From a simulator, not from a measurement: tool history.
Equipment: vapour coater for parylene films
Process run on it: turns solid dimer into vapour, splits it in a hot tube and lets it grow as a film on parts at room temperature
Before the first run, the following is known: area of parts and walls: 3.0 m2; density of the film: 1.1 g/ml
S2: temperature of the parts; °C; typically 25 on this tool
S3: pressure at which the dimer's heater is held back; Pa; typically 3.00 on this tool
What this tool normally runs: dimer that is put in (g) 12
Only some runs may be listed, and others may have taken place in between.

Run 1, day 0.000: usual settings. Result: thickness of the film (nm) 2120.
Run 2, day 0.367: usual settings. Result: thickness of the film (nm) 2090.
Run 3, day 0.650: usual settings but dimer that is put in (g) 9. Result: thickness of the film (nm) 1600.
Run 4, day 1.254: usual settings but S2 33 °C. Result: thickness of the film (nm) 1430.
Run 5, day 1.567: usual settings but S2 33 °C. Result: thickness of the film (nm) 1440.
Run 6, day 2.204: usual settings but S2 33 °C. Result: thickness of the film (nm) 1430.
Run 7, day 2.842: usual settings but S2 33 °C. Result: thickness of the film (nm) 1400.
Run 8, day 3.250: usual settings but S2 33 °C. Result: thickness of the film (nm) 1360.
Run 9, day 3.838: usual settings but S2 33 °C. Result: thickness of the film (nm) 1370.
Run 10, day 4.467: usual settings. Result: thickness of the film (nm) 2080.
Run 11, day 4.942: usual settings but dimer that is put in (g) 14. Result: thickness of the film (nm) 2400.
At day 5.571: trap's valve overhauled.
Run 12, day 5.617: usual settings but S3 2.35 Pa. Result: thickness of the film (nm) 2320.
Run 13, day 6.050: usual settings but dimer that is put in (g) 22. Result: thickness of the film (nm) 4150.
Run 14, day 6.633: usual settings but dimer that is put in (g) 22. Result: thickness of the film (nm) 4150.
Run 15, day 7.146: usual settings but dimer that is put in (g) 22, S3 2.67 Pa. Result: thickness of the film (nm) 4200.
Run 16, day 7.475: usual settings but dimer that is put in (g) 22, S3 2.67 Pa. Result: thickness of the film (nm) 4320.
Run 17, day 7.762: usual settings but dimer that is put in (g) 6, S3 2.67 Pa. Result: thickness of the film (nm) 1150.
Run 18, day 8.321: usual settings but dimer that is put in (g) 6, S3 2.67 Pa. Result: thickness of the film (nm) 1170.
Run 19, day 8.775: usual settings but dimer that is put in (g) 6, S3 2.67 Pa. Result: thickness of the film (nm) 1140.
Run 20, day 9.292: usual settings but dimer that is put in (g) 6, S3 2.67 Pa. Result: thickness of the film (nm) 1120.
Run 21, day 9.888: usual settings. Result: thickness of the film (nm) 2240.
Run 22, day 10.362: usual settings. Result: thickness of the film (nm) 2230.
Run 23, day 10.800: usual settings. Result: thickness of the film (nm) 2200.
Run 24, day 11.071: usual settings. Result: thickness of the film (nm) 2230.
Run 25, day 11.688: usual settings but dimer that is put in (g) 15. Result: thickness of the film (nm) 2770.
Run 26, day 12.250: usual settings but dimer that is put in (g) 18, S2 30 °C. Result: thickness of the film (nm) 2670.
Run 27, day 12.812: usual settings but dimer that is put in (g) 18, S3 3.13 Pa. Result: thickness of the film (nm) 3290.
Run 28, day 13.404: usual settings but dimer that is put in (g) 18, S2 29 °C, S3 11.28 Pa. Result: thickness of the film (nm) 2300.
Run 29, day 13.867: usual settings but S3 5.27 Pa. Result: thickness of the film (nm) 2040.
Run 30, day 14.346: usual settings but S3 5.27 Pa. Result: thickness of the film (nm) 2070.
Run 31, day 14.654: usual settings but S2 26 °C. Result: thickness of the film (nm) 2120.
Run 32, day 15.150: usual settings but S2 26 °C. Result: thickness of the film (nm) 2110.
Run 33, day 15.592: usual settings but S2 26 °C. Result: thickness of the film (nm) 2160.

Run 34 is up next; what results do you expect?
Run 34, day 15.896: usual settings but dimer that is put in (g) 14, S2 19 °C, S3 2.18 Pa. Result: thickness of the film (nm) ?.

thickness of the film (nm): 3570
With no hidden state in the tool, this same run would have given thickness of the film (nm) 3730.
